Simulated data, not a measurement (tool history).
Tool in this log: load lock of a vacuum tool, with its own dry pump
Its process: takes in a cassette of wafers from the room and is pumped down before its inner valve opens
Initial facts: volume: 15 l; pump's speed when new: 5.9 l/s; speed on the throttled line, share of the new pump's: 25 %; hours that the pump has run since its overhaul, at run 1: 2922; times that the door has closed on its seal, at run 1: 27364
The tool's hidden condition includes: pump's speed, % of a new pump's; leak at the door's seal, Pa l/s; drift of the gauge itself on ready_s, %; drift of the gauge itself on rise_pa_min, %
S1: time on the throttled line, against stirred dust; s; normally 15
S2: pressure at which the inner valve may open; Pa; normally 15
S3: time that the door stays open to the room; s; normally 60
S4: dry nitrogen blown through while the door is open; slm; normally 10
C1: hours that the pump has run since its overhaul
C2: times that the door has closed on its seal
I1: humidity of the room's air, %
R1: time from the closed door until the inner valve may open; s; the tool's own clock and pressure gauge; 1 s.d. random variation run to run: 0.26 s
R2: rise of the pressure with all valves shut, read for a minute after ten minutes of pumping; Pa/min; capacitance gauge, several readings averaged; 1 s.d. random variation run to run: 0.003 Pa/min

run 1 hour=0 | S1=15 S2=15 S3=60 S4=10 | C1=2922 C2=27364 | I1=46.9 | R1=34.4 R2=0.178
run 2 hour=258 | S1=15 S2=15 S3=60 S4=10 | C1=3180 C2=28648 | I1=43.4 | R1=34.4 R2=0.181
run 3 hour=407.7 | S1=15 S2=15 S3=60 S4=10 | C1=3329 C2=29392 | I1=45.3 | R1=35.2 R2=0.195
run 4 hour=613.5 | S1=15 S2=15 S3=60 S4=10 | C1=3535 C2=30416 | I1=45.3 | R1=34.6 R2=0.188
run 5 hour=840.1 | S1=15 S2=15 S3=60 S4=10 | C1=3762 C2=31544 | I1=42.9 | R1=34.4 R2=0.198
run 6 hour=1067.9 | S1=15 S2=15 S3=60 S4=10 | C1=3990 C2=32676 | I1=46.3 | R1=35 R2=0.212
run 7 hour=1326.3 | S1=26 S2=15 S3=60 S4=10 | C1=4248 C2=33962 | I1=46 | R1=42.7 R2=0.222
run 8 hour=1491 | S1=26 S2=15 S3=60 S4=10 | C1=4413 C2=34781 | I1=46.4 | R1=42.6 R2=0.229
run 9 hour=1664.8 | S1=15 S2=15 S3=25 S4=10 | C1=4587 C2=35646 | I1=48.2 | R1=34.4 R2=0.224
run 10 hour=1884.5 | S1=15 S2=15 S3=25 S4=10 | C1=4806 C2=36739 | I1=44.6 | R1=34.7 R2=0.229
run 11 hour=2133.4 | S1=15 S2=15 S3=25 S4=10 | C1=5055 C2=37977 | I1=43.7 | R1=34.7 R2=0.233
run 12 hour=2326.2 | S1=15 S2=15 S3=25 S4=10 | C1=5248 C2=38936 | I1=40.9 | R1=35.1 R2=0.241
run 13 hour=2490.1 | S1=15 S2=15 S3=25 S4=10 | C1=5412 C2=39751 | I1=41.6 | R1=34.4 R2=0.247
run 14 hour=2747 | S1=14 S2=15 S3=60 S4=10 | C1=5669 C2=41029 | I1=45.5 | R1=34.3 R2=0.274
run 15 hour=2910 | S1=14 S2=15 S3=60 S4=10 | C1=5832 C2=41840 | I1=47.1 | R1=34.1 R2=0.285
run 16 hour=3044.8 | S1=15 S2=15 S3=60 S4=10 | C1=5967 C2=42510 | I1=43.9 | R1=34.7 R2=0.29
run 17 hour=3244.8 | S1=15 S2=15 S3=60 S4=10 | C1=6167 C2=43505 | I1=44.2 | R1=34.4 R2=0.288
run 18 hour=3376.8 | S1=15 S2=15 S3=60 S4=10 | C1=6299 C2=44162 | I1=45.4 | R1=35.3 R2=0.306
run 19 hour=3653 | S1=15 S2=15 S3=60 S4=10 | C1=6575 C2=45536 | I1=46.5 | R1=35.1 R2=0.313
run 20 hour=3849.4 | S1=28 S2=12 S3=53 S4=18 | C1=6771 C2=46513 | I1=47.9 | R1=45.6 R2=0.308
run 21 hour=3968.9 | S1=11 S2=16 S3=162 S4=4 | C1=6891 C2=47107 | I1=42.9 | R1=32.1 R2=0.384
run 22 hour=4215.6 | S1=11 S2=16 S3=162 S4=4 | C1=7137 C2=48334 | I1=42.8 | R1=32.3 R2=0.398
run 23 hour=4410.2 | S1=11 S2=16 S3=162 S4=4 | C1=7332 C2=49302 | I1=43.7 | R1=32.1 R2=0.392
run 24 hour=4597.4 | S1=11 S2=16 S3=162 S4=4 | C1=7519 C2=50233 | I1=44.2 | R1=32.1 R2=0.407
run 25 hour=4835.3 | S1=15 S2=15 S3=40 S4=36 | C1=7757 C2=51417 | I1=43.6 | R1=35 R2=0.339
run 26 hour=5014.7 | S1=29 S2=20 S3=161 S4=10 | C1=7936 C2=52310 | I1=44.9 | R1=44.4 R2=0.407
run 27 hour=5188.5 | S1=11 S2=12 S3=70 S4=10 | C1=8110 C2=53174 | I1=40.9 | R1=32.4 R2=0.383
run 28 hour=5437.3 | S1=15 S2=15 S3=60 S4=6 | C1=8359 C2=54412 | I1=39.9 | R1=35.9 R2=0.405
run 29 hour=5691 | S1=15 S2=15 S3=43 S4=10 | C1=8613 C2=55673 | I1=43.7 | R1=35.2 R2=0.416
run 30 hour=5891.6 | S1=17 S2=16 S3=60 S4=19 | C1=8813 C2=56672 | I1=46.5 | R1=37 R2=0.415
run 31 hour=6067.6 | S1=26 S2=16 S3=60 S4=5 | C1=8989 C2=57547 | I1=42.9 | R1=44.1 R2=0.436
run 32 hour=6311.8 | S1=26 S2=16 S3=60 S4=5 | C1=9234 C2=58762 | I1=44 | R1=43.2 R2=0.461
run 33 hour=6567.3 | S1=9 S2=21 S3=60 S4=18 | C1=9489 C2=60033 | I1=42.9 | R1=30.6 R2=0.447
run 34 hour=6685.2 | S1=10 S2=24 S3=30 S4=38 | C1=9607 C2=60619 | I1=47.7 | R1=30.5 R2=0.431
run 35 hour=6915 | S1=10 S2=24 S3=30 S4=38 | C1=9837 C2=61762 | I1=42.2 | R1=31 R2=0.445
run 36 hour=7139 | S1=10 S2=24 S3=30 S4=38 | C1=10061 C2=62877 | I1=45.8 | R1=31 R2=0.47
run 37 hour=7339.3 | S1=10 S2=24 S3=30 S4=38 | C1=10261 C2=63873 | I1=47.2 | R1=30.3 R2=0.487

Alternative continuations, all from the tool just after run 37; predict every row:
run A hour=7479.3 | S1=14 S2=15 S3=92 S4=9 | C1=10401 C2=64569 | I1=40.8 | R1=? R2=?
run B hour=7479.3 | S1=23 S2=15 S3=92 S4=10 | C1=10401 C2=64569 | I1=44.3 | R1=? R2=?
run C hour=7479.3 | S1=15 S2=15 S3=33 S4=10 | C1=10401 C2=64569 | I1=41.4 | R1=? R2=?
run D hour=7479.3 | S1=10 S2=24 S3=30 S4=45 | C1=10401 C2=64569 | I1=47.6 | R1=? R2=?

run=A R1=35.1 R2=0.522
run=B R1=42 R2=0.523
run=C R1=35.8 R2=0.503
run=D R1=30.6 R2=0.487
Take away the tool's hidden state, keep each run's random variation, and the runs would have read:
run=A R1=33.2 R2=0.058
run=B R1=40.3 R2=0.052
run=C R1=33.9 R2=0.037
run=D R1=28.7 R2=0.02
